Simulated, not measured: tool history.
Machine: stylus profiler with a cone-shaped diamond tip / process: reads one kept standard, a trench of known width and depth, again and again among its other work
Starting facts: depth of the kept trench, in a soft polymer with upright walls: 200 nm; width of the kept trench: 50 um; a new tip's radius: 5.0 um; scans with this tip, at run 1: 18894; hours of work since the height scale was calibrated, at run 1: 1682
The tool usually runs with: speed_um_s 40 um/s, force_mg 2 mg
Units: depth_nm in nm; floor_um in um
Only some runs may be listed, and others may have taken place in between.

| run | hour | speed_um_s | force_mg | scans with this tip | hours of work since the height scale was calibrated | depth_nm | floor_um |
|---|---|---|---|---|---|---|---|
| 1 | 0 | 40 | 2 | 18894 | 1682 | 203.02 | 45.66 |
| 2 | 67.1 | 40 | 1.62 | 19279 | 1716 | 203 | 45.61 |
| 3 | 132.6 | 40 | 1.62 | 19653 | 1749 | 203 | 45.66 |
| 4 | 231 | 11 | 2 | 20217 | 1799 | 203.36 | 45.74 |
| 5 | 320.9 | 40 | 5.8 | 20731 | 1845 | 205.83 | 45.65 |
|  | 390.6 | height scale calibrated on a step standard |
| 6 | 399.8 | 40 | 5.8 | 21180 | 5 | 206.64 | 45.66 |
| 7 | 502.8 | 40 | 4.16 | 21769 | 57 | 205.74 | 45.56 |
| 8 | 555.5 | 127 | 2 | 22071 | 84 | 204.63 | 45.18 |
| 9 | 655.4 | 127 | 2 | 22643 | 135 | 204.59 | 45.15 |
| 10 | 743.9 | 127 | 2 | 23149 | 180 | 204.48 | 45.12 |
| 11 | 800.3 | 127 | 2 | 23472 | 209 | 204.59 | 45.08 |
| 12 | 853.5 | 127 | 2 | 23777 | 236 | 204.61 | 45.1 |
| 13 | 935.9 | 127 | 2 | 24248 | 278 | 204.61 | 45.02 |
| 14 | 1018.5 | 66 | 2 | 24721 | 320 | 204.68 | 45.27 |
|  | 1026.9 | height scale calibrated on a step standard, once more |
| 15 | 1092 | 66 | 2 | 25139 | 33 | 202.14 | 45.26 |
| 16 | 1154.1 | 66 | 2 | 25494 | 65 | 202.17 | 45.21 |

Run 17, settings as shown, results not yet in. Your forecast:
| 17 | 1238.1 | 40 | 0.93 | 25975 | 108 | ? | ? |

{"run 17": {"depth_nm": 201.36, "floor_um": 45.2}}
Without the tool's hidden state the same run would have given depth_nm 201.32 nm, floor_um 46.99 um.

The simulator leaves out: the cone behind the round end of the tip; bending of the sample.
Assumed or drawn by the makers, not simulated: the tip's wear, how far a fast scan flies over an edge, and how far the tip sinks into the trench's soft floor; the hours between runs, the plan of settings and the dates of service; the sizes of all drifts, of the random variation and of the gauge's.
